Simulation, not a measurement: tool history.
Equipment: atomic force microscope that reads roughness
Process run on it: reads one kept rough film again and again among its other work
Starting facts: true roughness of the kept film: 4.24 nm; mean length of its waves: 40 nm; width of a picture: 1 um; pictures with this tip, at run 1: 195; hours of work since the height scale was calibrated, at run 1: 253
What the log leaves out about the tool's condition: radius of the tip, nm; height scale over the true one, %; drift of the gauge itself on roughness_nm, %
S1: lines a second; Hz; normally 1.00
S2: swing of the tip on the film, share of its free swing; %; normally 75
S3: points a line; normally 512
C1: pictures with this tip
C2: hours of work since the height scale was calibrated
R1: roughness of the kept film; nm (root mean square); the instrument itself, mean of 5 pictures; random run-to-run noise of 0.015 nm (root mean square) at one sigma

run	hour	S1	S2	S3	C1	C2	R1
1	0.0	1.00	75	512	195	253	3.221
2	5.2	1.00	75	512	203	257	3.241
3	11.2	1.00	75	512	213	260	3.205
4	21.7	1.00	75	512	231	267	3.191
5	33.4	1.00	75	512	250	275	3.150
6	42.8	1.00	75	280	266	281	3.111
7	52.2	1.00	75	280	281	287	3.088
8	64.1	1.00	75	280	301	295	3.031
9	75.0	2.99	75	280	319	302	2.659
# hour 76.6: height scale calibrated on a step standard
10	86.8	2.99	75	280	337	7	2.636
11	95.8	2.99	75	280	351	12	2.620
# hour 100.5: height scale calibrated on a step standard, once more
12	104.9	2.99	75	280	365	3	2.591
13	110.3	0.89	63	923	374	6	3.081
14	122.2	1.00	75	961	394	14	2.918
# hour 126.1: new tip fitted
15	129.2	1.00	75	961	5	18	3.637
16	136.5	0.63	86	265	17	23	3.594
17	148.8	1.00	86	349	38	31	3.404
18	158.8	1.00	86	349	54	37	3.374
19	168.9	0.95	61	512	71	44	3.648
20	175.5	0.95	61	512	82	48	3.651
21	183.3	0.85	63	623	95	53	3.622
22	194.8	0.53	75	600	114	61	3.566
23	205.4	0.53	75	600	131	67	3.515

Branching from run 23: 4 alternative next runs. What would each branch give?
A	215.4	1.42	61	600	148	74	?
B	215.4	0.53	75	301	148	74	?
C	215.4	2.70	59	627	148	74	?
D	215.4	0.99	84	341	148	74	?

run	R1
A	3.454
B	3.445
C	3.379
D	3.238
Without the tool's unlogged condition, the same runs would have read:
run	R1
A	3.769
B	3.758
C	3.686
D	3.532
